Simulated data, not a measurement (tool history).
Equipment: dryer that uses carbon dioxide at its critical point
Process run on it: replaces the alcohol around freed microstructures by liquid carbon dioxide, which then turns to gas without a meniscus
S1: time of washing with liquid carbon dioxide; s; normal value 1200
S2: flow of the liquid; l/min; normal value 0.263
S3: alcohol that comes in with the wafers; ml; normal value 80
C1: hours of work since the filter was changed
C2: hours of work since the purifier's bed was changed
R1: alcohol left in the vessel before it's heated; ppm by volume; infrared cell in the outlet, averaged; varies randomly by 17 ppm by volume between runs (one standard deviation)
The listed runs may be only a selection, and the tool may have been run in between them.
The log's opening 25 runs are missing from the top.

run,hour,S1,S2,S3,C1,C2,R1
26,481.1,780,0.360,69,142,193,1812
27,506.0,780,0.366,59,159,210,1554
28,516.8,780,0.366,59,166,217,1570
29,530.4,780,0.366,59,175,226,1535
30,547.3,780,0.366,59,187,237,1566
31,565.5,960,0.175,70,199,249,7951
32,587.5,960,0.165,70,213,264,9224
# hour 604.1: inlet filter changed
33,613.0,780,0.271,80,6,280,4663
34,634.6,1080,0.161,46,20,295,4348
35,646.6,840,0.263,47,28,303,2499
36,661.7,840,0.263,47,38,313,2482
37,684.2,840,0.263,47,53,328,2541
38,698.1,840,0.263,47,63,337,2592

Run 39 is up next; what results do you expect?
39,717.3,1620,0.168,28,75,350,?

Logged for run 39: R1 845 ppm by volume.
Had the tool carried no hidden state, the very same run would have given R1 662 ppm by volume.
